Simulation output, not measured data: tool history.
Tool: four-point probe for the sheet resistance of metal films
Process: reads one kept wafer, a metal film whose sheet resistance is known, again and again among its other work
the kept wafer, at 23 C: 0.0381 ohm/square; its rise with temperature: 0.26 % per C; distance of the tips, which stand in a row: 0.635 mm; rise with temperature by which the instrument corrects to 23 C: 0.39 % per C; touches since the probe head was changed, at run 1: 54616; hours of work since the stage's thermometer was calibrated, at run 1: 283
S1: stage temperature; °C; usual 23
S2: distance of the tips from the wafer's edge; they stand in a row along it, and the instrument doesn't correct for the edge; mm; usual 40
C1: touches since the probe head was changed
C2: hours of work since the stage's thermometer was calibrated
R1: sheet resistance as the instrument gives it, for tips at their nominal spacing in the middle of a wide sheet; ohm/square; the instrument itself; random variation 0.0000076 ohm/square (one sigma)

{"run": 1, "day": 0.0, "S1": 23, "S2": 40, "C1": 54616, "C2": 283, "R1": 0.038564}
{"run": 2, "day": 0.429, "S1": 23, "S2": 40, "C1": 55129, "C2": 289, "R1": 0.03856}
{"run": 3, "day": 1.271, "S1": 28, "S2": 40, "C1": 56135, "C2": 302, "R1": 0.038315}
{"run": 4, "day": 1.854, "S1": 28, "S2": 40, "C1": 56834, "C2": 311, "R1": 0.038318}
{"run": 5, "day": 2.7, "S1": 23, "S2": 8, "C1": 57844, "C2": 323, "R1": 0.038713}
{"run": 6, "day": 3.675, "S1": 28, "S2": 8, "C1": 59006, "C2": 338, "R1": 0.038458}
{"run": 7, "day": 4.612, "S1": 28, "S2": 8, "C1": 60126, "C2": 352, "R1": 0.038466}
{"run": 8, "day": 5.425, "S1": 28, "S2": 7, "C1": 61102, "C2": 364, "R1": 0.038516}
{"run": 9, "day": 6.4, "S1": 28, "S2": 7, "C1": 62263, "C2": 379, "R1": 0.038516}
{"run": 10, "day": 6.896, "S1": 28, "S2": 7, "C1": 62860, "C2": 386, "R1": 0.038517}
{"run": 11, "day": 7.767, "S1": 26, "S2": 40, "C1": 63900, "C2": 399, "R1": 0.038464}
{"run": 12, "day": 8.354, "S1": 26, "S2": 40, "C1": 64601, "C2": 408, "R1": 0.038471}
{"run": 13, "day": 9.125, "S1": 26, "S2": 40, "C1": 65522, "C2": 419, "R1": 0.038488}
{"day": 9.612, "done": "new probe head fitted"}
{"run": 14, "day": 9.829, "S1": 23, "S2": 6, "C1": 260, "C2": 429, "R1": 0.038295}
{"run": 15, "day": 10.488, "S1": 23, "S2": 6, "C1": 1049, "C2": 439, "R1": 0.038288}
{"run": 16, "day": 10.938, "S1": 23, "S2": 10, "C1": 1583, "C2": 446, "R1": 0.038142}
{"run": 17, "day": 11.817, "S1": 23, "S2": 54, "C1": 2636, "C2": 459, "R1": 0.038071}
{"run": 18, "day": 12.5, "S1": 23, "S2": 40, "C1": 3452, "C2": 469, "R1": 0.038083}
{"run": 19, "day": 13.108, "S1": 23, "S2": 40, "C1": 4180, "C2": 478, "R1": 0.038073}
{"run": 20, "day": 13.762, "S1": 23, "S2": 8, "C1": 4959, "C2": 488, "R1": 0.038223}
{"run": 21, "day": 14.421, "S1": 23, "S2": 17, "C1": 5747, "C2": 498, "R1": 0.038125}
{"run": 22, "day": 14.954, "S1": 23, "S2": 40, "C1": 6387, "C2": 506, "R1": 0.038102}
{"run": 23, "day": 15.45, "S1": 25, "S2": 3, "C1": 6978, "C2": 513, "R1": 0.03889}
{"run": 24, "day": 16.458, "S1": 21, "S2": 26, "C1": 8185, "C2": 528, "R1": 0.038213}
{"run": 25, "day": 17.3, "S1": 21, "S2": 26, "C1": 9188, "C2": 541, "R1": 0.038217}
{"run": 26, "day": 18.146, "S1": 23, "S2": 7, "C1": 10201, "C2": 553, "R1": 0.038289}
{"run": 27, "day": 18.783, "S1": 34, "S2": 3, "C1": 10964, "C2": 563, "R1": 0.038462}
{"run": 28, "day": 19.55, "S1": 20, "S2": 30, "C1": 11879, "C2": 574, "R1": 0.0383}
{"run": 29, "day": 20.571, "S1": 19, "S2": 3, "C1": 13097, "C2": 590, "R1": 0.03927}
{"run": 30, "day": 21.467, "S1": 22, "S2": 40, "C1": 14168, "C2": 603, "R1": 0.0382}
{"run": 31, "day": 21.938, "S1": 22, "S2": 13, "C1": 14731, "C2": 610, "R1": 0.038252}
{"run": 32, "day": 22.771, "S1": 21, "S2": 33, "C1": 15730, "C2": 622, "R1": 0.038275}
{"run": 33, "day": 23.717, "S1": 32, "S2": 40, "C1": 16860, "C2": 637, "R1": 0.037711}
{"run": 34, "day": 24.483, "S1": 22, "S2": 48, "C1": 17774, "C2": 648, "R1": 0.038217}
{"run": 35, "day": 25.079, "S1": 33, "S2": 35, "C1": 18487, "C2": 657, "R1": 0.03768}
{"run": 36, "day": 25.758, "S1": 33, "S2": 35, "C1": 19297, "C2": 667, "R1": 0.037682}
{"run": 37, "day": 26.8, "S1": 20, "S2": 40, "C1": 20545, "C2": 683, "R1": 0.038334}
{"run": 38, "day": 27.854, "S1": 29, "S2": 12, "C1": 21805, "C2": 698, "R1": 0.037935}
{"run": 39, "day": 28.821, "S1": 20, "S2": 5, "C1": 22958, "C2": 713, "R1": 0.038688}
{"run": 40, "day": 29.867, "S1": 19, "S2": 5, "C1": 24208, "C2": 728, "R1": 0.038763}
{"run": 41, "day": 30.533, "S1": 23, "S2": 24, "C1": 25005, "C2": 738, "R1": 0.038226}

Forecast run 42:
{"run": 42, "day": 31.283, "S1": 35, "S2": 5, "C1": 25900, "C2": 750, "R1": "?"}

{"run 42": {"R1": 0.037943}}
Without the tool's hidden state the same run would have given R1 0.037827 ohm/square.
